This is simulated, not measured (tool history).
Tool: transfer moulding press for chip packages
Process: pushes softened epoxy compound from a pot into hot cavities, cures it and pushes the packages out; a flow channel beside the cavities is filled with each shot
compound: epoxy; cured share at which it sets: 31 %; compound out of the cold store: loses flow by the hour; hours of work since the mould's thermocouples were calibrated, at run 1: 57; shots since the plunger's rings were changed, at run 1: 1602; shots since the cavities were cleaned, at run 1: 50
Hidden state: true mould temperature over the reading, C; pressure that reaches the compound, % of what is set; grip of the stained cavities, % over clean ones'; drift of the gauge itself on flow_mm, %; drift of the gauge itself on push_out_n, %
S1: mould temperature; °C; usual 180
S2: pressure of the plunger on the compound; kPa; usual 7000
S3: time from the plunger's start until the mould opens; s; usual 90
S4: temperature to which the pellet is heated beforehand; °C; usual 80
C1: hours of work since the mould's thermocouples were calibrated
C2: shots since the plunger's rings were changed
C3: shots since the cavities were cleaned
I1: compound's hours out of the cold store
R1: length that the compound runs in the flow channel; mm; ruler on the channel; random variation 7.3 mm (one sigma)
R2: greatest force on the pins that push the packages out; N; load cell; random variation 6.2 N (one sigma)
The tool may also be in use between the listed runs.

run 1 hour=0 | S1=180 S2=7000 S3=90 S4=80 | C1=57 C2=1602 C3=50 | I1=21.4 | R1=801 R2=254
run 2 hour=12.5 | S1=180 S2=7000 S3=83 S4=80 | C1=63 C2=1735 C3=183 | I1=30.7 | R1=764 R2=311
run 3 hour=30.3 | S1=180 S2=8250 S3=90 S4=80 | C1=72 C2=1925 C3=373 | I1=47.5 | R1=739 R2=276
-- hour=46 cavities cleaned with cleaning compound and waxed
run 4 hour=51.3 | S1=180 S2=8250 S3=90 S4=80 | C1=82 C2=2134 C3=57 | I1=36.1 | R1=798 R2=245
run 5 hour=68.3 | S1=180 S2=8250 S3=90 S4=80 | C1=91 C2=2316 C3=239 | I1=18.9 | R1=874 R2=283
run 6 hour=83.1 | S1=180 S2=8250 S3=90 S4=80 | C1=98 C2=2474 C3=397 | I1=33.4 | R1=798 R2=297
-- hour=96.3 cavities cleaned with cleaning compound and waxed
run 7 hour=96.3 | S1=180 S2=8250 S3=90 S4=81 | C1=104 C2=2599 C3=0 | I1=27.1 | R1=822 R2=228
run 8 hour=107.2 | S1=180 S2=8250 S3=90 S4=81 | C1=110 C2=2715 C3=116 | I1=23.6 | R1=841 R2=263
run 9 hour=126.6 | S1=180 S2=8250 S3=90 S4=81 | C1=119 C2=2923 C3=324 | I1=19.8 | R1=846 R2=307
run 10 hour=144.3 | S1=179 S2=7000 S3=90 S4=80 | C1=128 C2=3112 C3=513 | I1=13.8 | R1=825 R2=343
-- hour=147 cavities cleaned with cleaning compound and waxed
run 11 hour=159.1 | S1=179 S2=7000 S3=90 S4=75 | C1=135 C2=3255 C3=130 | I1=45.5 | R1=666 R2=261
run 12 hour=174.6 | S1=187 S2=7720 S3=90 S4=71 | C1=143 C2=3420 C3=295 | I1=40.6 | R1=713 R2=243
run 13 hour=186 | S1=187 S2=7720 S3=90 S4=71 | C1=148 C2=3541 C3=416 | I1=37.4 | R1=724 R2=250
-- hour=198 cavities cleaned with cleaning compound and waxed
run 14 hour=200.3 | S1=187 S2=7720 S3=85 S4=87 | C1=155 C2=3679 C3=24 | I1=37.8 | R1=713 R2=192
run 15 hour=212.4 | S1=178 S2=7720 S3=91 S4=73 | C1=161 C2=3808 C3=153 | I1=23.5 | R1=794 R2=296
run 16 hour=222.5 | S1=178 S2=7720 S3=109 S4=90 | C1=166 C2=3916 C3=261 | I1=38.6 | R1=733 R2=246
run 17 hour=232.3 | S1=176 S2=7720 S3=86 S4=90 | C1=171 C2=4021 C3=366 | I1=39.9 | R1=721 R2=376
run 18 hour=245.7 | S1=176 S2=7720 S3=86 S4=90 | C1=178 C2=4164 C3=509 | I1=35.7 | R1=737 R2=403
-- hour=248.9 cavities cleaned with cleaning compound and waxed
run 19 hour=260.3 | S1=180 S2=7000 S3=121 S4=80 | C1=184 C2=4304 C3=122 | I1=14.1 | R1=784 R2=207

The same runs without the tool's hidden state, with the same run-to-run variation:
run=1 R1=831 R2=241
run=2 R1=795 R2=263
run=3 R1=772 R2=209
run=4 R1=836 R2=227
run=5 R1=920 R2=227
run=6 R1=843 R2=224
run=7 R1=871 R2=232
run=8 R1=893 R2=235
run=9 R1=903 R2=242
run=10 R1=884 R2=250
run=11 R1=715 R2=229
run=12 R1=770 R2=191
run=13 R1=784 R2=186
run=14 R1=774 R2=187
run=15 R1=865 R2=257
run=16 R1=800 R2=197
run=17 R1=789 R2=291
run=18 R1=809 R2=296
run=19 R1=864 R2=180

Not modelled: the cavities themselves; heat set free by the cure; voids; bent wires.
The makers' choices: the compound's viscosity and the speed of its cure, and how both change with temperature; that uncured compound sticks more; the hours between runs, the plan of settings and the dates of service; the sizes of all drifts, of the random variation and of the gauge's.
